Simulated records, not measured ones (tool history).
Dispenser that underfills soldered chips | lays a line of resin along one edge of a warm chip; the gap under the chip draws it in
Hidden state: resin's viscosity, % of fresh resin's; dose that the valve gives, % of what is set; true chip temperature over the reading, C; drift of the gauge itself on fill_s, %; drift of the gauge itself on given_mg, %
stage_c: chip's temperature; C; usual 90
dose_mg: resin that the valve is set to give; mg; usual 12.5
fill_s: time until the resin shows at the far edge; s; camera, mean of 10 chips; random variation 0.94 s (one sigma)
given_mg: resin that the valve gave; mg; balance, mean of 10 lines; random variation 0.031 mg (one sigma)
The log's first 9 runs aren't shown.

run,hour,stage_c,dose_mg,hours of work since the syringe was changed,hours of work since the valve was cleaned,hours of work since the stage was calibrated,fill_s,given_mg
# hour 90: new syringe of resin
10,95.7,105,12.5,4,49,199,63.2,12.26
# hour 98.4: new syringe of resin
# hour 106.3: new syringe of resin
11,109.5,105,14.6,2,59,209,57.7,14.28
# hour 114.4: new syringe of resin
12,116.3,105,14.6,1,64,214,53.6,14.18
# hour 122: new syringe of resin
13,124.5,90,12.5,2,70,221,100.1,12.14
# hour 130.2: new syringe of resin
14,135.8,90,12.5,4,79,229,108.1,12.13
# hour 138.3: new syringe of resin
# hour 145.7: new syringe of resin
15,147.5,90,12.5,1,87,237,96.2,12.05
# hour 149.1: dispensing valve cleaned and set on the balance
# hour 154.4: new syringe of resin
16,156.5,90,12.5,2,5,243,97.3,12.46
# hour 162.3: new syringe of resin
# hour 170.3: new syringe of resin
17,170.3,99,12.5,0,16,254,65.2,12.45
18,177.5,99,12.5,5,21,259,80.9,12.36
# hour 178.4: new syringe of resin
# hour 186.7: new syringe of resin
19,190.4,99,12.5,3,30,268,75.6,12.33
# hour 194.2: new syringe of resin
# hour 202.8: new syringe of resin
20,204.5,99,12.5,1,41,279,69.4,12.3
# hour 211: new syringe of resin
21,216.2,104,15.6,4,50,288,62.3,15.24
# hour 218.7: new syringe of resin
# hour 226.3: new syringe of resin
22,226.5,85,12.1,0,57,295,111.5,11.81
# hour 234.7: new syringe of resin
23,235.5,85,12.1,1,64,302,114.5,11.78
# hour 243.2: new syringe of resin
24,246.2,89,13.2,2,72,310,103.7,12.82
# hour 251.1: new syringe of resin
25,252.1,105,12.5,1,76,314,53.9,12.12
# hour 258.6: new syringe of resin
26,258.8,86,11,0,81,319,112.4,10.65
# hour 266.9: new syringe of resin
# hour 269.7: dispensing valve cleaned and set on the balance
27,271.6,102,12.4,3,1,328,66,12.45
# hour 275.7: new syringe of resin
28,281,80,11.5,4,8,335,163.9,11.46
# hour 283.7: new syringe of resin
# hour 291.3: new syringe of resin
29,291.3,80,11.5,0,16,342,140,11.52
# hour 299.8: new syringe of resin
30,302.5,80,11.5,2,24,350,150.3,11.42
# hour 308: new syringe of resin
31,311.2,80,11.5,2,31,357,153.7,11.39
# hour 315.7: new syringe of resin
32,321,77,10.7,4,38,364,196.1,10.58

Forecast each of these 5 alternatives for the next run:
# hour 323.2: new syringe of resin
A,329.3,77,15.4,5,44,370,?,?
# hour 323.2: new syringe of resin
B,329.3,80,15.4,5,44,370,?,?
# hour 323.2: new syringe of resin
C,329.3,79,15.1,5,44,370,?,?
# hour 323.2: new syringe of resin
D,329.3,98,11,5,44,370,?,?
# hour 323.2: new syringe of resin
E,329.3,96,12.9,5,44,370,?,?

run,fill_s,given_mg
A,177.9,15.17
B,160.3,15.18
C,168.6,14.86
D,86.5,10.76
E,89.4,12.65
Without the tool's hidden state the same runs would have given:
run,fill_s,given_mg
A,142.2,15.43
B,128.3,15.44
C,134.8,15.11
D,69.2,10.95
E,71.7,12.87

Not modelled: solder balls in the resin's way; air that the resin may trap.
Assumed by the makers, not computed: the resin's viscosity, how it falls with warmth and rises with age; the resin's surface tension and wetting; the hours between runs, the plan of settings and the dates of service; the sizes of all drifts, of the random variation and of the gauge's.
